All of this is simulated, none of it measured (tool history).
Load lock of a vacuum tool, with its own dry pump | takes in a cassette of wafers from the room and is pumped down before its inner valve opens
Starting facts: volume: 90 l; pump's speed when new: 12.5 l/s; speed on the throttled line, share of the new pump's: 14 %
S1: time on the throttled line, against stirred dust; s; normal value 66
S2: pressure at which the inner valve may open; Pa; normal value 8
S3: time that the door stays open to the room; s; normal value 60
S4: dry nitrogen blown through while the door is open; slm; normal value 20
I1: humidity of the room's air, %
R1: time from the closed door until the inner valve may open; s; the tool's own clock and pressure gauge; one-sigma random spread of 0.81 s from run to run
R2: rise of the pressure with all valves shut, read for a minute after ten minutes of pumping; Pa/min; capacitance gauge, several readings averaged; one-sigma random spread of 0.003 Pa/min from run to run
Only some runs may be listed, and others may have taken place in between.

{"run": 1, "hour": 0.0, "S1": 66, "S2": 8, "S3": 60, "S4": 20, "I1": 44.5, "R1": 124.7, "R2": 0.019}
{"run": 2, "hour": 85.5, "S1": 66, "S2": 8, "S3": 60, "S4": 20, "I1": 41.9, "R1": 126.3, "R2": 0.016}
{"run": 3, "hour": 153.0, "S1": 66, "S2": 8, "S3": 60, "S4": 20, "I1": 45.2, "R1": 125.6, "R2": 0.021}
{"run": 4, "hour": 204.8, "S1": 66, "S2": 8, "S3": 60, "S4": 20, "I1": 46, "R1": 126.5, "R2": 0.02}
{"run": 5, "hour": 260.5, "S1": 66, "S2": 8, "S3": 60, "S4": 20, "I1": 42.7, "R1": 124.7, "R2": 0.017}
{"run": 6, "hour": 313.8, "S1": 66, "S2": 8, "S3": 60, "S4": 20, "I1": 43.7, "R1": 126.4, "R2": 0.017}
{"run": 7, "hour": 408.9, "S1": 66, "S2": 8, "S3": 60, "S4": 20, "I1": 45.2, "R1": 124.2, "R2": 0.015}
{"run": 8, "hour": 470.1, "S1": 66, "S2": 8, "S3": 60, "S4": 20, "I1": 47, "R1": 124.3, "R2": 0.02}
{"run": 9, "hour": 515.4, "S1": 66, "S2": 8, "S3": 60, "S4": 20, "I1": 47.2, "R1": 125.2, "R2": 0.019}
{"run": 10, "hour": 565.4, "S1": 66, "S2": 8, "S3": 60, "S4": 20, "I1": 42.9, "R1": 125.4, "R2": 0.016}
{"run": 11, "hour": 615.5, "S1": 66, "S2": 8, "S3": 60, "S4": 20, "I1": 40.8, "R1": 125.3, "R2": 0.012}
{"run": 12, "hour": 703.6, "S1": 66, "S2": 8, "S3": 119, "S4": 20, "I1": 41.9, "R1": 125.7, "R2": 0.024}
{"run": 13, "hour": 790.1, "S1": 66, "S2": 8, "S3": 119, "S4": 20, "I1": 43.5, "R1": 125.4, "R2": 0.024}
{"run": 14, "hour": 877.1, "S1": 66, "S2": 8, "S3": 119, "S4": 20, "I1": 43.7, "R1": 125.6, "R2": 0.026}
{"run": 15, "hour": 955.0, "S1": 66, "S2": 8, "S3": 131, "S4": 20, "I1": 46.9, "R1": 125.3, "R2": 0.027}
{"run": 16, "hour": 1033.1, "S1": 66, "S2": 8, "S3": 131, "S4": 20, "I1": 46.3, "R1": 125.6, "R2": 0.032}
{"run": 17, "hour": 1121.5, "S1": 66, "S2": 10, "S3": 40, "S4": 10, "I1": 46.2, "R1": 123.5, "R2": 0.019}

Forecast run 18:
{"run": 18, "hour": 1179.6, "S1": 66, "S2": 10, "S3": 40, "S4": 10, "I1": 45.1, "R1": "?", "R2": "?"}

Run 18 yielded R1 125 s, R2 0.016 Pa/min.
With no hidden state in the tool, this same run would have given R1 124.8 s, R2 0.016 Pa/min.
